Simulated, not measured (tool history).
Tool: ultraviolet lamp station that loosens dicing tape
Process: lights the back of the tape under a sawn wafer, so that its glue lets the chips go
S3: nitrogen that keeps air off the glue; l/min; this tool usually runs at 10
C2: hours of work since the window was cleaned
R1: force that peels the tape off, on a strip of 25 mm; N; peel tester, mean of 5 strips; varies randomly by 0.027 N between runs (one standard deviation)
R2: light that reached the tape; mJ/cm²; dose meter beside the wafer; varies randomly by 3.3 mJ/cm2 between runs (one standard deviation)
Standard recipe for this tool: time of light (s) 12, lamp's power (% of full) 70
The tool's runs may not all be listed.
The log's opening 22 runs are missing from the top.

Run 23, hour 437.0: usual settings but time of light (s) 8, lamp's power (% of full) 61, S3 17 l/min; hours of work of the lamp 840; C2 99. Result: R1 3.222 N, R2 236 mJ/cm².
Run 24, hour 463.2: usual settings but lamp's power (% of full) 86, S3 5 l/min; hours of work of the lamp 857; C2 115. Result: R1 2.157 N, R2 493 mJ/cm².
Run 25, hour 476.8: usual settings but lamp's power (% of full) 71, S3 9 l/min; hours of work of the lamp 865; C2 124. Result: R1 2.080 N, R2 406 mJ/cm².
Run 26, hour 501.6: usual settings but lamp's power (% of full) 84, S3 4 l/min; hours of work of the lamp 881; C2 139. Result: R1 2.492 N, R2 473 mJ/cm².
Run 27, hour 522.8: usual settings but time of light (s) 19, lamp's power (% of full) 84, S3 4 l/min; hours of work of the lamp 894; C2 153. Result: R1 1.230 N, R2 749 mJ/cm².
Run 28, hour 544.9: usual settings but lamp's power (% of full) 87, S3 13 l/min; hours of work of the lamp 908; C2 166. Result: R1 1.295 N, R2 484 mJ/cm².
Run 29, hour 557.4: usual settings but lamp's power (% of full) 87, S3 13 l/min; hours of work of the lamp 916; C2 174. Result: R1 1.274 N, R2 484 mJ/cm².
Run 30, hour 570.8: usual settings but time of light (s) 18; hours of work of the lamp 925; C2 183. Result: R1 1.038 N, R2 578 mJ/cm².
Run 31, hour 593.8: usual settings but time of light (s) 8, lamp's power (% of full) 68; hours of work of the lamp 939; C2 197. Result: R1 3.590 N, R2 250 mJ/cm².
Run 32, hour 615.8: usual settings but time of light (s) 7, lamp's power (% of full) 65, S3 11 l/min; hours of work of the lamp 953; C2 211. Result: R1 3.999 N, R2 201 mJ/cm².
Run 33, hour 627.4: usual settings but time of light (s) 8, lamp's power (% of full) 71; hours of work of the lamp 960; C2 218. Result: R1 3.371 N, R2 257 mJ/cm².
Run 34, hour 642.5: usual settings but time of light (s) 8, lamp's power (% of full) 71; hours of work of the lamp 970; C2 228. Result: R1 3.542 N, R2 260 mJ/cm².
Run 35, hour 660.9: usual settings but time of light (s) 8, lamp's power (% of full) 74, S3 3 l/min; hours of work of the lamp 981; C2 239. Result: R1 4.875 N, R2 265 mJ/cm².
Run 36, hour 682.7: usual settings but time of light (s) 8, lamp's power (% of full) 74, S3 3 l/min; hours of work of the lamp 995; C2 253. Result: R1 4.798 N, R2 267 mJ/cm².
Run 37, hour 697.2: usual settings but time of light (s) 8, lamp's power (% of full) 74, S3 3 l/min; hours of work of the lamp 1004; C2 262. Result: R1 4.865 N, R2 261 mJ/cm².
Run 38, hour 711.0: usual settings but lamp's power (% of full) 92; hours of work of the lamp 1012; C2 271. Result: R1 1.445 N, R2 489 mJ/cm².
Run 39, hour 727.9: usual settings but time of light (s) 8, lamp's power (% of full) 87; hours of work of the lamp 1023; C2 281. Result: R1 2.872 N, R2 306 mJ/cm².
Run 40, hour 748.6: usual settings but time of light (s) 8, lamp's power (% of full) 87; hours of work of the lamp 1036; C2 294. Result: R1 2.945 N, R2 303 mJ/cm².
Run 41, hour 768.3: usual settings but lamp's power (% of full) 75, S3 6 l/min; hours of work of the lamp 1048; C2 307. Result: R1 2.658 N, R2 386 mJ/cm².
Run 42, hour 790.0: usual settings but time of light (s) 11, lamp's power (% of full) 73, S3 4 l/min; hours of work of the lamp 1062; C2 320. Result: R1 3.655 N, R2 347 mJ/cm².
Run 43, hour 812.2: usual settings but time of light (s) 11, lamp's power (% of full) 73, S3 4 l/min; hours of work of the lamp 1076; C2 334. Result: R1 3.714 N, R2 346 mJ/cm².
Run 44, hour 834.4: usual settings but time of light (s) 20, S3 7 l/min; hours of work of the lamp 1090; C2 348. Result: R1 1.263 N, R2 601 mJ/cm².

Below are 3 alternative next runs, each starting from the tool's condition after run 44. Predict each:
Run A, hour 850.3: usual settings but time of light (s) 9, lamp's power (% of full) 74, S3 7 l/min; hours of work of the lamp 1100; C2 358. Result: R1 ?, R2 ?.
Run B, hour 850.3: usual settings but time of light (s) 9, S3 7 l/min; hours of work of the lamp 1100; C2 358. Result: R1 ?, R2 ?.
Run C, hour 850.3: usual settings but time of light (s) 20, S3 16 l/min; hours of work of the lamp 1100; C2 358. Result: R1 ?, R2 ?.

run     R1   R2
  A  3.495  283
  B  3.779  270
  C  0.730  599
With the hidden condition removed and each run's random variation left untouched, the same runs would have given:
run     R1   R2
  A  2.276  413
  B  2.518  393
  C  0.279  872
